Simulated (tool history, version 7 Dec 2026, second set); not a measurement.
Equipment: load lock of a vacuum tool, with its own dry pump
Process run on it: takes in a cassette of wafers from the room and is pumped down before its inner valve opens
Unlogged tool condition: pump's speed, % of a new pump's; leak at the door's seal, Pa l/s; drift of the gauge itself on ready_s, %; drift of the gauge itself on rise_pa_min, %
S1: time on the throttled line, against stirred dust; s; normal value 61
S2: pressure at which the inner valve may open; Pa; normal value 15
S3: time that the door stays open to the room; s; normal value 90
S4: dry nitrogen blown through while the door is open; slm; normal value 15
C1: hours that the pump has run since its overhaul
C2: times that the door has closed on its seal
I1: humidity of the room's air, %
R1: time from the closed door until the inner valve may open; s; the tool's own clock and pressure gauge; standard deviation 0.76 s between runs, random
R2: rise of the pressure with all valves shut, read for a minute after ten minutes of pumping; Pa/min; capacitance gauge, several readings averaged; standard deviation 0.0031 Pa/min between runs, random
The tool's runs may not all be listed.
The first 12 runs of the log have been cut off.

{"run": 13, "day": 153.746, "S1": 105, "S2": 15, "S3": 90, "S4": 15, "C1": 4592, "C2": 19435, "I1": 46.7, "R1": 150.9, "R2": 0.473}
{"run": 14, "day": 162.496, "S1": 105, "S2": 13, "S3": 90, "S4": 15, "C1": 4802, "C2": 20080, "I1": 42.0, "R1": 151.4, "R2": 0.495}
{"run": 15, "day": 177.196, "S1": 105, "S2": 13, "S3": 90, "S4": 15, "C1": 5155, "C2": 21164, "I1": 46.1, "R1": 152.1, "R2": 0.535}
{"run": 16, "day": 186.508, "S1": 61, "S2": 15, "S3": 90, "S4": 15, "C1": 5378, "C2": 21850, "I1": 46.7, "R1": 121.4, "R2": 0.568}
{"run": 17, "day": 197.696, "S1": 61, "S2": 15, "S3": 90, "S4": 15, "C1": 5647, "C2": 22675, "I1": 45.6, "R1": 119.4, "R2": 0.571}
{"run": 18, "day": 214.975, "S1": 61, "S2": 15, "S3": 90, "S4": 15, "C1": 6061, "C2": 23949, "I1": 43.5, "R1": 120.9, "R2": 0.625}
{"run": 19, "day": 226.571, "S1": 61, "S2": 13, "S3": 90, "S4": 7, "C1": 6340, "C2": 24803, "I1": 42.7, "R1": 121.3, "R2": 0.653}
{"day": 238.904, "done": "door's seal changed, seat wiped"}
{"run": 20, "day": 242.312, "S1": 99, "S2": 15, "S3": 90, "S4": 4, "C1": 6716, "C2": 251, "I1": 43.4, "R1": 146.6, "R2": 0.078}
{"run": 21, "day": 259.842, "S1": 120, "S2": 18, "S3": 39, "S4": 18, "C1": 7137, "C2": 1544, "I1": 45.7, "R1": 161.6, "R2": 0.061}
{"run": 22, "day": 268.112, "S1": 107, "S2": 17, "S3": 28, "S4": 19, "C1": 7335, "C2": 2153, "I1": 44.8, "R1": 151.2, "R2": 0.06}
{"run": 23, "day": 285.95, "S1": 107, "S2": 17, "S3": 28, "S4": 19, "C1": 7763, "C2": 3468, "I1": 45.1, "R1": 153.1, "R2": 0.073}
{"run": 24, "day": 297.804, "S1": 107, "S2": 12, "S3": 28, "S4": 42, "C1": 8048, "C2": 4342, "I1": 44.6, "R1": 156.7, "R2": 0.075}
{"run": 25, "day": 315.654, "S1": 107, "S2": 12, "S3": 28, "S4": 42, "C1": 8476, "C2": 5658, "I1": 45.5, "R1": 154.9, "R2": 0.097}
{"run": 26, "day": 331.258, "S1": 80, "S2": 12, "S3": 62, "S4": 42, "C1": 8851, "C2": 6808, "I1": 44.6, "R1": 136.6, "R2": 0.115}
{"run": 27, "day": 340.221, "S1": 92, "S2": 20, "S3": 62, "S4": 42, "C1": 9066, "C2": 7469, "I1": 44.6, "R1": 140.7, "R2": 0.127}
{"run": 28, "day": 355.571, "S1": 92, "S2": 20, "S3": 207, "S4": 41, "C1": 9434, "C2": 8601, "I1": 42.1, "R1": 142.4, "R2": 0.162}
{"run": 29, "day": 370.229, "S1": 83, "S2": 15, "S3": 27, "S4": 7, "C1": 9786, "C2": 9681, "I1": 44.5, "R1": 137.7, "R2": 0.176}
{"run": 30, "day": 388.738, "S1": 83, "S2": 15, "S3": 27, "S4": 7, "C1": 10230, "C2": 11046, "I1": 42.3, "R1": 138.8, "R2": 0.21}
{"day": 392.108, "done": "dry pump taken out, an overhauled one fitted"}
{"run": 31, "day": 403.338, "S1": 61, "S2": 10, "S3": 90, "S4": 22, "C1": 270, "C2": 12103, "I1": 48.0, "R1": 118.7, "R2": 0.246}
{"run": 32, "day": 418.058, "S1": 43, "S2": 15, "S3": 31, "S4": 15, "C1": 623, "C2": 13189, "I1": 43.1, "R1": 102.4, "R2": 0.254}
{"run": 33, "day": 430.638, "S1": 32, "S2": 15, "S3": 90, "S4": 31, "C1": 925, "C2": 14116, "I1": 44.4, "R1": 94.8, "R2": 0.28}
{"run": 34, "day": 440.067, "S1": 120, "S2": 29, "S3": 138, "S4": 13, "C1": 1151, "C2": 14811, "I1": 45.0, "R1": 154.6, "R2": 0.325}

5 options for the next run, each taken on its own from the tool as it stands now. Forecast them:
{"run": "A", "day": 451.95, "S1": 41, "S2": 15, "S3": 90, "S4": 5, "C1": 1436, "C2": 15687, "I1": 41.1, "R1": "?", "R2": "?"}
{"run": "B", "day": 451.95, "S1": 120, "S2": 14, "S3": 138, "S4": 26, "C1": 1436, "C2": 15687, "I1": 44.2, "R1": "?", "R2": "?"}
{"run": "C", "day": 451.95, "S1": 120, "S2": 16, "S3": 139, "S4": 38, "C1": 1436, "C2": 15687, "I1": 43.3, "R1": "?", "R2": "?"}
{"run": "D", "day": 451.95, "S1": 92, "S2": 15, "S3": 59, "S4": 7, "C1": 1436, "C2": 15687, "I1": 48.3, "R1": "?", "R2": "?"}
{"run": "E", "day": 451.95, "S1": 61, "S2": 14, "S3": 154, "S4": 15, "C1": 1436, "C2": 15687, "I1": 45.2, "R1": "?", "R2": "?"}

run=A R1=100.6 R2=0.353
run=B R1=160.8 R2=0.339
run=C R1=159.2 R2=0.336
run=D R1=139.5 R2=0.354
run=E R1=116.2 R2=0.354
Without the tool's unlogged condition, the same runs would have read:
run=A R1=100.3 R2=0.069
run=B R1=160.4 R2=0.059
run=C R1=159.0 R2=0.052
run=D R1=139.2 R2=0.071
run=E R1=115.8 R2=0.076
